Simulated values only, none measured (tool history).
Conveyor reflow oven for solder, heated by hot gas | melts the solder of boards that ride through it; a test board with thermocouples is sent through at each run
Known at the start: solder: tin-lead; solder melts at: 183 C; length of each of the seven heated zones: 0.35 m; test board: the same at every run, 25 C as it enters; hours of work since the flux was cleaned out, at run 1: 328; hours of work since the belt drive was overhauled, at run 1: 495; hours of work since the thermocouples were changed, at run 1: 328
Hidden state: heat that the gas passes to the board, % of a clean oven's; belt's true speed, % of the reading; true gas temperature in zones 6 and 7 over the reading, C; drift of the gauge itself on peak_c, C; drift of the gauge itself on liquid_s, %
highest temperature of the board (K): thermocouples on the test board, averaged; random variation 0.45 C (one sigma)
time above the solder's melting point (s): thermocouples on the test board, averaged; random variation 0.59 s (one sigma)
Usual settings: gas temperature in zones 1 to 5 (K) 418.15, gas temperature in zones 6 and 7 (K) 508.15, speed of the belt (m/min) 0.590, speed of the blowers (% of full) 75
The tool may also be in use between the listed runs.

run	hour	gas temperature in zones 1 to 5 (K)	gas temperature in zones 6 and 7 (K)	speed of the belt (m/min)	speed of the blowers (% of full)	hours of work since the flux was cleaned out	hours of work since the belt drive was overhauled	hours of work since the thermocouples were changed	highest temperature of the board (K)	time above the solder's melting point (s)
1	0.0	418.15	508.15	0.590	75	328	495	328	488.25	53.1
2	12.0	418.15	508.15	0.590	75	335	502	335	487.95	52.4
3	29.6	418.15	508.15	0.590	75	347	514	347	489.05	52.3
4	42.9	418.15	508.15	0.590	51	355	522	355	479.75	45.7
5	54.1	418.15	508.15	0.590	80	362	529	362	489.05	55.3
6	73.7	418.15	508.15	0.590	80	375	542	375	489.45	53.8
7	89.6	418.15	508.15	0.590	75	385	552	385	487.85	52.7
8	101.7	418.15	508.15	0.590	75	392	559	392	487.85	53.3
9	121.2	418.15	508.15	0.590	63	405	572	405	484.75	49.9
10	135.7	418.15	507.15	0.590	75	414	581	414	487.55	52.8
11	151.8	418.15	507.15	0.590	75	424	591	424	486.45	51.9
12	163.6	418.15	507.15	0.590	75	432	599	432	487.35	51.7
13	175.8	418.15	507.15	0.477	75	439	606	439	492.85	71.7
14	190.7	418.15	508.15	0.590	75	449	616	449	487.85	54.0
15	207.5	418.15	508.15	0.590	62	460	627	460	485.65	48.3
16	222.3	418.15	508.15	0.572	62	469	636	469	485.45	52.1
17	232.3	418.15	508.15	0.572	62	475	642	475	485.75	52.3
# hour 244.6: flux residue cleaned out of gas plates and filters
18	256.2	418.15	508.15	0.572	62	7	654	487	485.55	52.4
19	277.6	418.15	508.15	0.572	62	21	668	501	486.95	52.2
20	300.9	431.15	508.15	0.590	62	36	683	516	488.15	58.7
21	316.2	431.15	508.15	0.590	62	45	692	525	488.05	57.8
22	335.3	431.15	508.15	0.590	62	58	705	538	487.95	57.4
23	355.0	431.15	508.15	0.590	62	70	717	550	488.35	58.1
24	378.7	431.15	508.15	0.590	62	85	732	565	488.15	57.7
25	402.4	418.15	508.15	0.687	80	100	747	580	483.95	40.7
26	418.5	418.15	508.15	0.590	53	110	757	590	481.45	46.2
27	440.5	418.15	508.15	0.590	53	124	771	604	480.55	44.9
28	459.0	429.15	518.15	0.590	75	136	783	616	498.85	64.0
29	475.8	429.15	499.15	0.471	75	147	794	627	489.05	74.9
30	496.4	418.15	505.15	0.590	75	160	807	640	485.85	51.7
31	517.1	418.15	505.15	0.590	75	173	820	653	485.75	51.1

Hidden state at the last listed run before each entry between runs and at the first one after, where it differs:
Between runs 17 and 18: flux residue cleaned out of gas plates and filters (hour 244.6)
  heat that the gas passes to the board, % of a clean oven's: 99.6 -> 100
